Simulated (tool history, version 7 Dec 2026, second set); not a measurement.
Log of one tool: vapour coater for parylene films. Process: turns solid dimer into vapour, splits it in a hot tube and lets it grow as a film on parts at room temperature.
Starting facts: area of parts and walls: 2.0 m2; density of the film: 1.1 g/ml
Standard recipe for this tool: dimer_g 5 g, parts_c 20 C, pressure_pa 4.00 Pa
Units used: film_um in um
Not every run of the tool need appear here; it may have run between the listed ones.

{"run": 1, "day": 0.0, "dimer_g": 5, "parts_c": 20, "pressure_pa": 4.0, "film_um": 1.43}
{"run": 2, "day": 0.95, "dimer_g": 5, "parts_c": 20, "pressure_pa": 4.0, "film_um": 1.42}
{"run": 3, "day": 1.95, "dimer_g": 5, "parts_c": 20, "pressure_pa": 4.0, "film_um": 1.45}
{"run": 4, "day": 3.021, "dimer_g": 5, "parts_c": 19, "pressure_pa": 4.0, "film_um": 1.51}
{"run": 5, "day": 3.754, "dimer_g": 5, "parts_c": 20, "pressure_pa": 2.69, "film_um": 1.51}
{"run": 6, "day": 4.496, "dimer_g": 5, "parts_c": 20, "pressure_pa": 2.69, "film_um": 1.48}
{"run": 7, "day": 5.317, "dimer_g": 5, "parts_c": 20, "pressure_pa": 2.69, "film_um": 1.51}
{"run": 8, "day": 6.108, "dimer_g": 5, "parts_c": 20, "pressure_pa": 2.69, "film_um": 1.54}
{"run": 9, "day": 7.288, "dimer_g": 5, "parts_c": 20, "pressure_pa": 2.69, "film_um": 1.48}
{"run": 10, "day": 7.992, "dimer_g": 5, "parts_c": 20, "pressure_pa": 2.69, "film_um": 1.48}
{"run": 11, "day": 9.512, "dimer_g": 5, "parts_c": 20, "pressure_pa": 2.69, "film_um": 1.49}
{"run": 12, "day": 10.683, "dimer_g": 5, "parts_c": 28, "pressure_pa": 4.0, "film_um": 1.0}
{"day": 11.188, "done": "trap's valve overhauled"}
{"run": 13, "day": 12.354, "dimer_g": 5, "parts_c": 28, "pressure_pa": 4.0, "film_um": 1.11}
{"run": 14, "day": 13.029, "dimer_g": 5, "parts_c": 20, "pressure_pa": 4.0, "film_um": 1.54}
{"run": 15, "day": 14.642, "dimer_g": 5, "parts_c": 20, "pressure_pa": 4.0, "film_um": 1.54}
{"run": 16, "day": 15.642, "dimer_g": 5, "parts_c": 20, "pressure_pa": 4.0, "film_um": 1.51}
{"run": 17, "day": 17.05, "dimer_g": 5, "parts_c": 20, "pressure_pa": 4.0, "film_um": 1.5}
{"run": 18, "day": 17.762, "dimer_g": 5, "parts_c": 20, "pressure_pa": 4.0, "film_um": 1.49}
{"run": 19, "day": 18.679, "dimer_g": 5, "parts_c": 20, "pressure_pa": 4.0, "film_um": 1.47}
{"run": 20, "day": 19.975, "dimer_g": 5, "parts_c": 20, "pressure_pa": 4.0, "film_um": 1.49}
{"run": 21, "day": 20.688, "dimer_g": 5, "parts_c": 20, "pressure_pa": 4.0, "film_um": 1.49}
{"run": 22, "day": 21.496, "dimer_g": 5, "parts_c": 20, "pressure_pa": 4.0, "film_um": 1.48}
{"run": 23, "day": 23.05, "dimer_g": 2, "parts_c": 29, "pressure_pa": 2.03, "film_um": 0.47}
{"run": 24, "day": 24.104, "dimer_g": 2, "parts_c": 29, "pressure_pa": 2.03, "film_um": 0.46}
{"run": 25, "day": 25.062, "dimer_g": 4, "parts_c": 17, "pressure_pa": 2.66, "film_um": 1.4}
{"run": 26, "day": 25.758, "dimer_g": 5, "parts_c": 13, "pressure_pa": 4.0, "film_um": 1.94}
{"run": 27, "day": 27.346, "dimer_g": 5, "parts_c": 13, "pressure_pa": 4.0, "film_um": 1.93}
{"run": 28, "day": 28.396, "dimer_g": 5, "parts_c": 31, "pressure_pa": 4.0, "film_um": 0.94}
{"run": 29, "day": 29.95, "dimer_g": 5, "parts_c": 17, "pressure_pa": 4.0, "film_um": 1.59}
{"run": 30, "day": 31.442, "dimer_g": 5, "parts_c": 17, "pressure_pa": 4.0, "film_um": 1.64}
{"run": 31, "day": 32.604, "dimer_g": 5, "parts_c": 17, "pressure_pa": 8.75, "film_um": 1.45}
{"run": 32, "day": 33.558, "dimer_g": 5, "parts_c": 13, "pressure_pa": 4.0, "film_um": 1.9}
{"run": 33, "day": 35.175, "dimer_g": 5, "parts_c": 13, "pressure_pa": 4.0, "film_um": 1.85}
{"run": 34, "day": 36.371, "dimer_g": 5, "parts_c": 13, "pressure_pa": 4.0, "film_um": 1.83}
{"run": 35, "day": 37.404, "dimer_g": 4, "parts_c": 13, "pressure_pa": 6.75, "film_um": 1.37}
{"run": 36, "day": 38.854, "dimer_g": 4, "parts_c": 13, "pressure_pa": 6.75, "film_um": 1.3}
{"run": 37, "day": 39.529, "dimer_g": 4, "parts_c": 13, "pressure_pa": 6.75, "film_um": 1.36}
{"run": 38, "day": 40.542, "dimer_g": 4, "parts_c": 13, "pressure_pa": 6.75, "film_um": 1.34}
{"run": 39, "day": 41.554, "dimer_g": 8, "parts_c": 13, "pressure_pa": 6.89, "film_um": 2.67}
{"run": 40, "day": 43.067, "dimer_g": 5, "parts_c": 15, "pressure_pa": 4.0, "film_um": 1.66}
{"run": 41, "day": 44.221, "dimer_g": 8, "parts_c": 15, "pressure_pa": 10.38, "film_um": 2.31}
{"day": 45.404, "done": "trap's valve overhauled"}
{"run": 42, "day": 45.612, "dimer_g": 8, "parts_c": 15, "pressure_pa": 10.38, "film_um": 2.52}
{"run": 43, "day": 46.542, "dimer_g": 8, "parts_c": 15, "pressure_pa": 10.38, "film_um": 2.54}
{"run": 44, "day": 47.646, "dimer_g": 5, "parts_c": 24, "pressure_pa": 10.36, "film_um": 1.1}

Predict each of these 3 candidate next runs independently; none follows another, all start after run 44:
{"run": "A", "day": 48.354, "dimer_g": 4, "parts_c": 24, "pressure_pa": 5.3, "film_um": "?"}
{"run": "B", "day": 48.354, "dimer_g": 8, "parts_c": 20, "pressure_pa": 4.0, "film_um": "?"}
{"run": "C", "day": 48.354, "dimer_g": 3, "parts_c": 20, "pressure_pa": 8.39, "film_um": "?"}

run=A film_um=0.95
run=B film_um=2.36
run=C film_um=0.80
Take away the tool's hidden state, keep each run's random variation, and the runs would have read:
run=A film_um=1.00
run=B film_um=2.48
run=C film_um=0.85

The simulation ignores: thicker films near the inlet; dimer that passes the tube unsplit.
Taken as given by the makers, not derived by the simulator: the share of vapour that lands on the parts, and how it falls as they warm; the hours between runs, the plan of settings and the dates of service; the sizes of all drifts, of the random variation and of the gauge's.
